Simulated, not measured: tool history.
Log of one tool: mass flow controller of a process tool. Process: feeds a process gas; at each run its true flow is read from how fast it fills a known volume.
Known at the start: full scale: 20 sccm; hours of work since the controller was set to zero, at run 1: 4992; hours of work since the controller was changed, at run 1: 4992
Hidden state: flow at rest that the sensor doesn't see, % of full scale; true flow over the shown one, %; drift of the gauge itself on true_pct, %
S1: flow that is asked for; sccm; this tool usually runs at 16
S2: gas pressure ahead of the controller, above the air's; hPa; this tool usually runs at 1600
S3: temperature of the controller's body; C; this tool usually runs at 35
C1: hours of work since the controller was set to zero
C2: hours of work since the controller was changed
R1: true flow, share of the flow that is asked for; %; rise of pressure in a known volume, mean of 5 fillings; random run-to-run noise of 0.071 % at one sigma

run 1 day=0.000 | S1=16 S2=1600 S3=35 | C1=4992 C2=4992 | R1=97.39
run 2 day=5.458 | S1=16 S2=1510 S3=35 | C1=5057 C2=5057 | R1=97.67
run 3 day=9.979 | S1=16 S2=1510 S3=35 | C1=5110 C2=5110 | R1=97.61
run 4 day=15.821 | S1=16 S2=1510 S3=35 | C1=5179 C2=5179 | R1=97.54
run 5 day=22.046 | S1=16 S2=1510 S3=35 | C1=5253 C2=5253 | R1=97.50
run 6 day=25.829 | S1=16 S2=1900 S3=35 | C1=5298 C2=5298 | R1=97.12
run 7 day=30.050 | S1=5 S2=1900 S3=27 | C1=5348 C2=5348 | R1=93.32
-- day=33.088 controller exchanged for a calibrated one
run 8 day=35.117 | S1=16 S2=1820 S3=20 | C1=24 C2=24 | R1=99.51
run 9 day=40.362 | S1=16 S2=1820 S3=20 | C1=86 C2=86 | R1=99.51
run 10 day=45.000 | S1=6 S2=1760 S3=33 | C1=141 C2=141 | R1=99.80

Hidden state or all else? Some run-to-run changes of R1, split into what the settings, what came in and random variation would give without the hidden state, and what is left for the hidden state (with any gauge scatter that isn't in both results):
Run 7 -> 8: S1 5 -> 16, S2 1900 -> 1820, S3 27 -> 20, controller exchanged for a calibrated one. R1 +6.19 %: hidden state +5.84, all else +0.35.
